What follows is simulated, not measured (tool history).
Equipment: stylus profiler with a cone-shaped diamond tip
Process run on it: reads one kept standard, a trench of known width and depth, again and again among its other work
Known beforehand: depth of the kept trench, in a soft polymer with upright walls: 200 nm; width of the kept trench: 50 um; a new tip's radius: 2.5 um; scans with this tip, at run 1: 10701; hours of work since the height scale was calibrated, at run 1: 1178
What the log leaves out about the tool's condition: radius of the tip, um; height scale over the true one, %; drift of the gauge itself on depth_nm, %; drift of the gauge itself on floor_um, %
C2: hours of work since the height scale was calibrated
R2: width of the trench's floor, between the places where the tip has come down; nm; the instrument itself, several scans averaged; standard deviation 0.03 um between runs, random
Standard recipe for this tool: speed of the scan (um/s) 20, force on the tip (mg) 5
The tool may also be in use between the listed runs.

{"run": 1, "hour": 0.0, "speed of the scan (um/s)": 20, "force on the tip (mg)": 5, "scans with this tip": 10701, "C2": 1178, "depth of the trench (nm)": 205.41, "R2": 47270}
{"run": 2, "hour": 49.6, "speed of the scan (um/s)": 20, "force on the tip (mg)": 2.04, "scans with this tip": 10977, "C2": 1208, "depth of the trench (nm)": 203.3, "R2": 47260}
{"run": 3, "hour": 88.1, "speed of the scan (um/s)": 36, "force on the tip (mg)": 5, "scans with this tip": 11190, "C2": 1232, "depth of the trench (nm)": 205.74, "R2": 47280}
{"run": 4, "hour": 132.3, "speed of the scan (um/s)": 36, "force on the tip (mg)": 5, "scans with this tip": 11435, "C2": 1259, "depth of the trench (nm)": 205.51, "R2": 47240}
{"run": 5, "hour": 162.7, "speed of the scan (um/s)": 36, "force on the tip (mg)": 5, "scans with this tip": 11604, "C2": 1277, "depth of the trench (nm)": 205.67, "R2": 47260}
{"run": 6, "hour": 201.3, "speed of the scan (um/s)": 20, "force on the tip (mg)": 8.32, "scans with this tip": 11818, "C2": 1301, "depth of the trench (nm)": 207.82, "R2": 47260}
{"run": 7, "hour": 248.7, "speed of the scan (um/s)": 20, "force on the tip (mg)": 5, "scans with this tip": 12082, "C2": 1330, "depth of the trench (nm)": 205.67, "R2": 47250}
{"run": 8, "hour": 284.6, "speed of the scan (um/s)": 17, "force on the tip (mg)": 5, "scans with this tip": 12281, "C2": 1352, "depth of the trench (nm)": 205.61, "R2": 47290}
{"run": 9, "hour": 322.0, "speed of the scan (um/s)": 20, "force on the tip (mg)": 5, "scans with this tip": 12489, "C2": 1375, "depth of the trench (nm)": 205.53, "R2": 47210}
{"run": 10, "hour": 362.2, "speed of the scan (um/s)": 20, "force on the tip (mg)": 5, "scans with this tip": 12712, "C2": 1399, "depth of the trench (nm)": 205.65, "R2": 47260}
{"run": 11, "hour": 402.8, "speed of the scan (um/s)": 20, "force on the tip (mg)": 5, "scans with this tip": 12937, "C2": 1424, "depth of the trench (nm)": 205.67, "R2": 47190}
{"run": 12, "hour": 453.1, "speed of the scan (um/s)": 20, "force on the tip (mg)": 5, "scans with this tip": 13216, "C2": 1455, "depth of the trench (nm)": 205.66, "R2": 47180}
{"run": 13, "hour": 492.9, "speed of the scan (um/s)": 20, "force on the tip (mg)": 5, "scans with this tip": 13437, "C2": 1479, "depth of the trench (nm)": 205.54, "R2": 47160}
{"run": 14, "hour": 537.1, "speed of the scan (um/s)": 20, "force on the tip (mg)": 2.37, "scans with this tip": 13682, "C2": 1506, "depth of the trench (nm)": 203.77, "R2": 47160}
{"run": 15, "hour": 559.9, "speed of the scan (um/s)": 57, "force on the tip (mg)": 5.75, "scans with this tip": 13809, "C2": 1520, "depth of the trench (nm)": 206.24, "R2": 47050}
{"run": 16, "hour": 589.2, "speed of the scan (um/s)": 8, "force on the tip (mg)": 5.21, "scans with this tip": 13972, "C2": 1538, "depth of the trench (nm)": 205.92, "R2": 47170}
{"hour": 592.4, "done": "height scale calibrated on a step standard"}
{"run": 17, "hour": 624.3, "speed of the scan (um/s)": 15, "force on the tip (mg)": 5.3, "scans with this tip": 14163, "C2": 20, "depth of the trench (nm)": 206.05, "R2": 47170}
{"run": 18, "hour": 669.7, "speed of the scan (um/s)": 15, "force on the tip (mg)": 5.3, "scans with this tip": 14416, "C2": 47, "depth of the trench (nm)": 206.13, "R2": 47120}
{"run": 19, "hour": 715.1, "speed of the scan (um/s)": 15, "force on the tip (mg)": 5.3, "scans with this tip": 14667, "C2": 75, "depth of the trench (nm)": 206.23, "R2": 47090}
{"run": 20, "hour": 738.7, "speed of the scan (um/s)": 8, "force on the tip (mg)": 2.1, "scans with this tip": 14798, "C2": 89, "depth of the trench (nm)": 203.69, "R2": 47070}
{"run": 21, "hour": 784.9, "speed of the scan (um/s)": 71, "force on the tip (mg)": 5, "scans with this tip": 15055, "C2": 118, "depth of the trench (nm)": 206.04, "R2": 46930}
{"run": 22, "hour": 805.3, "speed of the scan (um/s)": 54, "force on the tip (mg)": 8.6, "scans with this tip": 15168, "C2": 130, "depth of the trench (nm)": 208.05, "R2": 46940}
{"hour": 821.4, "done": "height scale calibrated on a step standard, once more"}
{"run": 23, "hour": 835.7, "speed of the scan (um/s)": 38, "force on the tip (mg)": 11.37, "scans with this tip": 15334, "C2": 9, "depth of the trench (nm)": 209.06, "R2": 47070}
{"run": 24, "hour": 883.1, "speed of the scan (um/s)": 5, "force on the tip (mg)": 5, "scans with this tip": 15597, "C2": 38, "depth of the trench (nm)": 205.23, "R2": 47110}
{"run": 25, "hour": 915.8, "speed of the scan (um/s)": 10, "force on the tip (mg)": 9.19, "scans with this tip": 15778, "C2": 58, "depth of the trench (nm)": 207.82, "R2": 47080}
{"run": 26, "hour": 965.0, "speed of the scan (um/s)": 10, "force on the tip (mg)": 4.73, "scans with this tip": 16052, "C2": 88, "depth of the trench (nm)": 205.09, "R2": 47090}
{"run": 27, "hour": 1005.7, "speed of the scan (um/s)": 20, "force on the tip (mg)": 6.79, "scans with this tip": 16278, "C2": 113, "depth of the trench (nm)": 206.56, "R2": 46960}
{"run": 28, "hour": 1040.3, "speed of the scan (um/s)": 24, "force on the tip (mg)": 4.56, "scans with this tip": 16469, "C2": 134, "depth of the trench (nm)": 204.93, "R2": 46990}

Each row is a separate what-if for the run after 28, all from the same tool condition, not one after another. Results?
{"run": "A", "hour": 1073.4, "speed of the scan (um/s)": 15, "force on the tip (mg)": 8.54, "scans with this tip": 16653, "C2": 154, "depth of the trench (nm)": "?", "R2": "?"}
{"run": "B", "hour": 1073.4, "speed of the scan (um/s)": 36, "force on the tip (mg)": 1.69, "scans with this tip": 16653, "C2": 154, "depth of the trench (nm)": "?", "R2": "?"}
{"run": "C", "hour": 1073.4, "speed of the scan (um/s)": 6, "force on the tip (mg)": 8.77, "scans with this tip": 16653, "C2": 154, "depth of the trench (nm)": "?", "R2": "?"}

run=A depth_of_the_trench_(nm)=207.5 R2=46990
run=B depth_of_the_trench_(nm)=202.65 R2=46830
run=C depth_of_the_trench_(nm)=207.72 R2=47090
With the hidden condition removed and each run's random variation left untouched, the same runs would have given:
run=A depth_of_the_trench_(nm)=207.4 R2=47970
run=B depth_of_the_trench_(nm)=202.55 R2=47810
run=C depth_of_the_trench_(nm)=207.63 R2=48060
